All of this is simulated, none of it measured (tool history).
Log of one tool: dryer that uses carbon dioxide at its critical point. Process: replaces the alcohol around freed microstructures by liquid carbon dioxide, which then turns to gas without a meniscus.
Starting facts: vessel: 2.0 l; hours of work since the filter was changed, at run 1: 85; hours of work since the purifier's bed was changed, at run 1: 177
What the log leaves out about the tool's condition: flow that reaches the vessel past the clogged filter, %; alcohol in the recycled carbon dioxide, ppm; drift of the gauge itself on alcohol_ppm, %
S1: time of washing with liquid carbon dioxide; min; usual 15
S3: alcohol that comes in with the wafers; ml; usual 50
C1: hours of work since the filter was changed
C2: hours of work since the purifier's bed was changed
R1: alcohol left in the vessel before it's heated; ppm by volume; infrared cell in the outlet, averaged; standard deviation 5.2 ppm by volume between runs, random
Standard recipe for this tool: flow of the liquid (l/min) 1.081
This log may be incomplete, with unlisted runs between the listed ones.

Run 1, hour 0.0: usual settings; C1 85; C2 177. Result: R1 165 ppm by volume.
Run 2, hour 11.3: usual settings; C1 91; C2 183. Result: R1 166 ppm by volume.
Run 3, hour 22.9: usual settings but S1 12 min; C1 97; C2 188. Result: R1 378 ppm by volume.
Run 4, hour 33.8: usual settings but S1 12 min, flow of the liquid (l/min) 0.850; C1 102; C2 194. Result: R1 867 ppm by volume.
Run 5, hour 58.6: usual settings but S1 12 min, flow of the liquid (l/min) 0.850; C1 115; C2 206. Result: R1 859 ppm by volume.
Run 6, hour 69.5: usual settings but S1 12 min, flow of the liquid (l/min) 0.850; C1 120; C2 212. Result: R1 873 ppm by volume.
Run 7, hour 91.0: usual settings but flow of the liquid (l/min) 0.860; C1 131; C2 223. Result: R1 418 ppm by volume.
Run 8, hour 104.1: usual settings; C1 138; C2 229. Result: R1 204 ppm by volume.
Run 9, hour 117.3: usual settings; C1 144; C2 236. Result: R1 200 ppm by volume.
Run 10, hour 136.1: usual settings but S1 14 min; C1 154; C2 245. Result: R1 257 ppm by volume.
Run 11, hour 147.3: usual settings but S1 14 min; C1 159; C2 251. Result: R1 244 ppm by volume.
Run 12, hour 172.9: usual settings but flow of the liquid (l/min) 1.500; C1 172; C2 264. Result: R1 124 ppm by volume.
Run 13, hour 192.7: usual settings but flow of the liquid (l/min) 1.500; C1 182; C2 274. Result: R1 130 ppm by volume.
Run 14, hour 205.4: usual settings but flow of the liquid (l/min) 0.910; C1 189; C2 280. Result: R1 384 ppm by volume.
Run 15, hour 223.6: usual settings but flow of the liquid (l/min) 0.910; C1 198; C2 289. Result: R1 401 ppm by volume.
Run 16, hour 249.3: usual settings but flow of the liquid (l/min) 0.910; C1 211; C2 302. Result: R1 390 ppm by volume.
Run 17, hour 269.7: usual settings but flow of the liquid (l/min) 0.910; C1 221; C2 313. Result: R1 398 ppm by volume.
Run 18, hour 283.6: usual settings but flow of the liquid (l/min) 0.910; C1 228; C2 319. Result: R1 419 ppm by volume.
Run 19, hour 294.1: usual settings but S1 20 min, flow of the liquid (l/min) 1.810, S3 45 ml; C1 233; C2 325. Result: R1 129 ppm by volume.
Run 20, hour 312.4: usual settings but S1 18 min, flow of the liquid (l/min) 1.550, S3 27 ml; C1 242; C2 334. Result: R1 144 ppm by volume.
Run 21, hour 323.5: usual settings but S1 18 min, flow of the liquid (l/min) 1.550, S3 27 ml; C1 248; C2 340. Result: R1 143 ppm by volume.
Run 22, hour 340.2: usual settings but S1 18 min, flow of the liquid (l/min) 1.550, S3 27 ml; C1 256; C2 348. Result: R1 136 ppm by volume.
Run 23, hour 356.9: usual settings but S1 18 min, flow of the liquid (l/min) 1.550, S3 27 ml; C1 265; C2 356. Result: R1 151 ppm by volume.
Run 24, hour 380.1: usual settings but S1 14 min, flow of the liquid (l/min) 1.550, S3 27 ml; C1 276; C2 368. Result: R1 158 ppm by volume.
Run 25, hour 402.4: usual settings but S1 12 min, flow of the liquid (l/min) 0.970, S3 27 ml; C1 288; C2 379. Result: R1 460 ppm by volume.
Run 26, hour 417.1: usual settings but S1 12 min, flow of the liquid (l/min) 0.970, S3 27 ml; C1 295; C2 387. Result: R1 467 ppm by volume.
Run 27, hour 431.0: usual settings but flow of the liquid (l/min) 1.620, S3 22 ml; C1 302; C2 394. Result: R1 160 ppm by volume.
At hour 453.7: inlet filter changed.
Run 28, hour 453.7: usual settings but flow of the liquid (l/min) 1.620, S3 22 ml; C1 0; C2 404. Result: R1 160 ppm by volume.
Run 29, hour 472.5: usual settings but flow of the liquid (l/min) 1.620, S3 22 ml; C1 9; C2 414. Result: R1 165 ppm by volume.
Run 30, hour 487.2: usual settings but S1 10 min, flow of the liquid (l/min) 0.760; C1 17; C2 421. Result: R1 1995 ppm by volume.
Run 31, hour 501.8: usual settings but S1 10 min, flow of the liquid (l/min) 0.790; C1 24; C2 429. Result: R1 1774 ppm by volume.
Run 32, hour 521.1: usual settings but S1 10 min, flow of the liquid (l/min) 0.790; C1 34; C2 438. Result: R1 1771 ppm by volume.
Run 33, hour 545.1: usual settings but S1 20 min, S3 66 ml; C1 46; C2 450. Result: R1 198 ppm by volume.
Run 34, hour 555.8: usual settings but S1 20 min, flow of the liquid (l/min) 1.690, S3 24 ml; C1 51; C2 456. Result: R1 180 ppm by volume.
Run 35, hour 576.5: usual settings but S1 21 min, flow of the liquid (l/min) 1.580, S3 22 ml; C1 62; C2 466. Result: R1 193 ppm by volume.

Predict each of these 4 candidate next runs independently; none follows another, all start after run 35:
Run A, hour 593.6: usual settings but S1 18 min, flow of the liquid (l/min) 0.880, S3 60 ml; C1 70; C2 475. Result: R1 ?.
Run B, hour 593.6: usual settings but S1 18 min, flow of the liquid (l/min) 1.670, S3 52 ml; C1 70; C2 475. Result: R1 ?.
Run C, hour 593.6: usual settings but S1 13 min; C1 70; C2 475. Result: R1 ?.
Run D, hour 593.6: usual settings but S1 12 min, flow of the liquid (l/min) 1.000, S3 59 ml; C1 70; C2 475. Result: R1 ?.

run   R1
  A  301
  B  190
  C  365
  D  656
Take away the tool's hidden state, keep each run's random variation, and the runs would have read:
run   R1
  A  110
  B    9
  C  166
  D  429
